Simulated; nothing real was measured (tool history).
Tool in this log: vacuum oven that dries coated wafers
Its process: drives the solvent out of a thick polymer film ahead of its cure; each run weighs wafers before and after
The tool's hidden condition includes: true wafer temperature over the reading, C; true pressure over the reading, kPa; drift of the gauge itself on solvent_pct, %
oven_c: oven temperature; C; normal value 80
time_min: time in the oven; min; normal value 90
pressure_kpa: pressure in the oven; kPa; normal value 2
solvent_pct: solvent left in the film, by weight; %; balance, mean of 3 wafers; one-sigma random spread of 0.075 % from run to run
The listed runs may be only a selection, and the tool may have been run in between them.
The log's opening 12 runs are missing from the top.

run,day,oven_c,time_min,pressure_kpa,hours of work since the thermocouples were calibrated,hours of work since the vacuum gauge was cleaned of residue,solvent_pct
13,4.917,80,90,5.14,280,565,8.71
14,5.396,80,47,2,286,572,8.55
15,5.833,80,47,2,292,578,8.57
16,6.092,80,47,7.33,296,582,12.54
17,6.662,80,90,2,304,590,5.64
18,7.083,80,90,2,310,595,5.51
19,7.608,82,90,2,317,603,4.77
20,7.929,82,90,2,322,607,4.71
21,8.354,82,90,2,328,613,4.78
22,8.683,82,90,2,332,618,4.84
23,9.021,83,92,4.01,337,622,6.15
24,9.45,83,92,4.01,343,628,6.25
25,9.858,68,58,2,348,634,12.06
26,10.183,68,58,2,353,639,12.02
27,10.758,77,62,1.39,361,647,7.9
28,11.292,77,79,1.39,368,654,6.65
29,11.638,77,79,1.39,373,659,6.72
30,12.083,73,120,1.05,379,665,5.99
31,12.612,80,90,3.01,387,672,6.51
32,13.167,69,82,2.37,394,680,10.52
33,13.575,91,90,3.85,400,686,3.67
34,13.9,91,90,2.52,405,690,2.53
35,14.192,70,142,5.85,409,694,12.82
36,14.517,89,72,4.45,413,699,5.22
37,15.075,89,72,4.45,421,707,5.26

Branching from run 37: 4 alternative next runs. What would each branch give?
A,15.408,74,90,2,426,711,?
B,15.408,80,112,7.25,426,711,?
C,15.408,67,91,5.66,426,711,?
D,15.408,89,57,3.6,426,711,?

run,solvent_pct
A,8.02
B,10.03
C,14.8
D,5.47
With the hidden condition removed and each run's random variation left untouched, the same runs would have given:
run,solvent_pct
A,8
B,10.02
C,14.79
D,5.46
